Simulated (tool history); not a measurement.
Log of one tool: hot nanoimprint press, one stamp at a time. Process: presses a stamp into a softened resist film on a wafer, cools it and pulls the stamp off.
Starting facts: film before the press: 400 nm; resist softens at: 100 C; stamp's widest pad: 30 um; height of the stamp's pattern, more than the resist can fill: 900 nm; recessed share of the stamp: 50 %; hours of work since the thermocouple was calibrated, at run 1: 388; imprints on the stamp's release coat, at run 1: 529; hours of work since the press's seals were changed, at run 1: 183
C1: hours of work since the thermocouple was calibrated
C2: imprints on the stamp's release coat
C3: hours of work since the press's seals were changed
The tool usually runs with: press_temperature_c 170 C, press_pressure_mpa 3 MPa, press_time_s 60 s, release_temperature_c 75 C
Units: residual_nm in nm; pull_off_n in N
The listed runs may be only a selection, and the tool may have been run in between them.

{"run": 1, "hour": 0.0, "press_temperature_c": 170, "press_pressure_mpa": 3, "press_time_s": 60, "release_temperature_c": 75, "C1": 388, "C2": 529, "C3": 183, "residual_nm": 170.7, "pull_off_n": 207}
{"run": 2, "hour": 94.1, "press_temperature_c": 170, "press_pressure_mpa": 3, "press_time_s": 60, "release_temperature_c": 75, "C1": 430, "C2": 740, "C3": 224, "residual_nm": 170.2, "pull_off_n": 218}
{"hour": 104.3, "done": "plate thermocouple calibrated"}
{"run": 3, "hour": 139.8, "press_temperature_c": 170, "press_pressure_mpa": 3, "press_time_s": 60, "release_temperature_c": 75, "C1": 15, "C2": 836, "C3": 243, "residual_nm": 179.9, "pull_off_n": 231}
{"run": 4, "hour": 210.4, "press_temperature_c": 170, "press_pressure_mpa": 3, "press_time_s": 60, "release_temperature_c": 75, "C1": 46, "C2": 995, "C3": 273, "residual_nm": 180.8, "pull_off_n": 237}
{"run": 5, "hour": 310.3, "press_temperature_c": 170, "press_pressure_mpa": 3.47, "press_time_s": 60, "release_temperature_c": 75, "C1": 90, "C2": 1219, "C3": 317, "residual_nm": 165.4, "pull_off_n": 243}
{"run": 6, "hour": 351.6, "press_temperature_c": 170, "press_pressure_mpa": 3, "press_time_s": 60, "release_temperature_c": 75, "C1": 108, "C2": 1312, "C3": 335, "residual_nm": 178.5, "pull_off_n": 251}
{"run": 7, "hour": 435.6, "press_temperature_c": 170, "press_pressure_mpa": 3, "press_time_s": 60, "release_temperature_c": 75, "C1": 145, "C2": 1500, "C3": 372, "residual_nm": 177, "pull_off_n": 267}
{"run": 8, "hour": 494.9, "press_temperature_c": 170, "press_pressure_mpa": 3, "press_time_s": 99, "release_temperature_c": 75, "C1": 171, "C2": 1634, "C3": 398, "residual_nm": 150.4, "pull_off_n": 262}
{"run": 9, "hour": 571.0, "press_temperature_c": 170, "press_pressure_mpa": 3, "press_time_s": 99, "release_temperature_c": 75, "C1": 204, "C2": 1804, "C3": 431, "residual_nm": 148.4, "pull_off_n": 278}
{"run": 10, "hour": 665.3, "press_temperature_c": 170, "press_pressure_mpa": 3, "press_time_s": 99, "release_temperature_c": 75, "C1": 245, "C2": 2016, "C3": 472, "residual_nm": 149.1, "pull_off_n": 283}
{"hour": 699.7, "done": "stamp cleaned and given a new release coat"}
{"run": 11, "hour": 730.4, "press_temperature_c": 170, "press_pressure_mpa": 2.51, "press_time_s": 60, "release_temperature_c": 75, "C1": 271, "C2": 69, "C3": 498, "residual_nm": 192.7, "pull_off_n": 186}
{"run": 12, "hour": 787.7, "press_temperature_c": 170, "press_pressure_mpa": 2.51, "press_time_s": 60, "release_temperature_c": 75, "C1": 296, "C2": 198, "C3": 523, "residual_nm": 192.7, "pull_off_n": 191}
{"run": 13, "hour": 846.9, "press_temperature_c": 170, "press_pressure_mpa": 3, "press_time_s": 60, "release_temperature_c": 75, "C1": 322, "C2": 331, "C3": 549, "residual_nm": 173.1, "pull_off_n": 196}
{"run": 14, "hour": 908.6, "press_temperature_c": 170, "press_pressure_mpa": 3, "press_time_s": 60, "release_temperature_c": 75, "C1": 349, "C2": 469, "C3": 576, "residual_nm": 172.4, "pull_off_n": 207}
{"run": 15, "hour": 979.7, "press_temperature_c": 170, "press_pressure_mpa": 3, "press_time_s": 60, "release_temperature_c": 75, "C1": 380, "C2": 629, "C3": 607, "residual_nm": 172, "pull_off_n": 207}
{"run": 16, "hour": 1048.5, "press_temperature_c": 170, "press_pressure_mpa": 3, "press_time_s": 60, "release_temperature_c": 75, "C1": 410, "C2": 783, "C3": 637, "residual_nm": 171.3, "pull_off_n": 223}
{"hour": 1102.4, "done": "plate thermocouple calibrated"}
{"run": 17, "hour": 1141.2, "press_temperature_c": 170, "press_pressure_mpa": 3, "press_time_s": 41, "release_temperature_c": 71, "C1": 17, "C2": 985, "C3": 676, "residual_nm": 206, "pull_off_n": 237}
{"run": 18, "hour": 1208.7, "press_temperature_c": 182, "press_pressure_mpa": 3, "press_time_s": 41, "release_temperature_c": 71, "C1": 46, "C2": 1136, "C3": 706, "residual_nm": 139.8, "pull_off_n": 262}
{"run": 19, "hour": 1279.4, "press_temperature_c": 170, "press_pressure_mpa": 4.34, "press_time_s": 60, "release_temperature_c": 75, "C1": 77, "C2": 1295, "C3": 737, "residual_nm": 147.7, "pull_off_n": 259}
{"run": 20, "hour": 1350.2, "press_temperature_c": 161, "press_pressure_mpa": 2.08, "press_time_s": 60, "release_temperature_c": 79, "C1": 108, "C2": 1454, "C3": 768, "residual_nm": 287.2, "pull_off_n": 241}
{"hour": 1440.6, "done": "press's hydraulic seals changed and the load cell set to zero"}
{"run": 21, "hour": 1445.1, "press_temperature_c": 166, "press_pressure_mpa": 2.08, "press_time_s": 60, "release_temperature_c": 80, "C1": 146, "C2": 1649, "C3": 2, "residual_nm": 245.5, "pull_off_n": 245}
{"run": 22, "hour": 1504.7, "press_temperature_c": 179, "press_pressure_mpa": 2.34, "press_time_s": 47, "release_temperature_c": 67, "C1": 172, "C2": 1783, "C3": 28, "residual_nm": 164.9, "pull_off_n": 307}
{"run": 23, "hour": 1599.8, "press_temperature_c": 179, "press_pressure_mpa": 2.02, "press_time_s": 51, "release_temperature_c": 67, "C1": 214, "C2": 1996, "C3": 70, "residual_nm": 173.4, "pull_off_n": 320}
{"hour": 1647.2, "done": "stamp cleaned and given a new release coat"}
{"run": 24, "hour": 1691.5, "press_temperature_c": 179, "press_pressure_mpa": 2.02, "press_time_s": 51, "release_temperature_c": 67, "C1": 251, "C2": 100, "C3": 107, "residual_nm": 171.9, "pull_off_n": 214}
{"run": 25, "hour": 1762.5, "press_temperature_c": 182, "press_pressure_mpa": 2.09, "press_time_s": 32, "release_temperature_c": 62, "C1": 282, "C2": 260, "C3": 138, "residual_nm": 179.3, "pull_off_n": 234}
{"run": 26, "hour": 1831.2, "press_temperature_c": 182, "press_pressure_mpa": 2.09, "press_time_s": 32, "release_temperature_c": 62, "C1": 312, "C2": 414, "C3": 168, "residual_nm": 178, "pull_off_n": 236}
{"run": 27, "hour": 1905.4, "press_temperature_c": 182, "press_pressure_mpa": 3.89, "press_time_s": 62, "release_temperature_c": 67, "C1": 345, "C2": 580, "C3": 201, "residual_nm": 97.1, "pull_off_n": 236}
{"run": 28, "hour": 1954.9, "press_temperature_c": 182, "press_pressure_mpa": 3.48, "press_time_s": 64, "release_temperature_c": 67, "C1": 366, "C2": 691, "C3": 222, "residual_nm": 103, "pull_off_n": 240}
{"run": 29, "hour": 2015.2, "press_temperature_c": 170, "press_pressure_mpa": 3, "press_time_s": 35, "release_temperature_c": 64, "C1": 393, "C2": 827, "C3": 249, "residual_nm": 201.9, "pull_off_n": 262}

For some of the steps in residual_nm from one run to the next: how much would appear even if the tool had no hidden state, given the settings, what came in and random variation, and how much remains for the hidden state plus any gauge scatter that the measured result and the result without hidden state don't share?
The tool's hidden condition here consists of: true temperature over the reading, C; pressure that arrives at the usual setting, %; grip of the stamp's worn release coat, % over a new coat's; drift of the gauge itself on residual_nm, %; drift of the gauge itself on pull_off_n, %.
Run 2 -> 3: plate thermocouple calibrated. residual_nm +9.7 nm: hidden state +10.1, all else -0.4.
Run 16 -> 17: press_time_s 60 -> 41, release_temperature_c 75 -> 71, plate thermocouple calibrated. residual_nm +34.7 nm: hidden state +12.6, all else +22.1.
Run 19 -> 20: press_temperature_c 170 -> 161, press_pressure_mpa 4.34 -> 2.08, release_temperature_c 75 -> 79. residual_nm +139.5 nm: hidden state -3.2, all else +142.7.
Run 28 -> 29: press_temperature_c 182 -> 170, press_pressure_mpa 3.48 -> 3, press_time_s 64 -> 35, release_temperature_c 67 -> 64. residual_nm +98.9 nm: hidden state -6, all else +104.9.

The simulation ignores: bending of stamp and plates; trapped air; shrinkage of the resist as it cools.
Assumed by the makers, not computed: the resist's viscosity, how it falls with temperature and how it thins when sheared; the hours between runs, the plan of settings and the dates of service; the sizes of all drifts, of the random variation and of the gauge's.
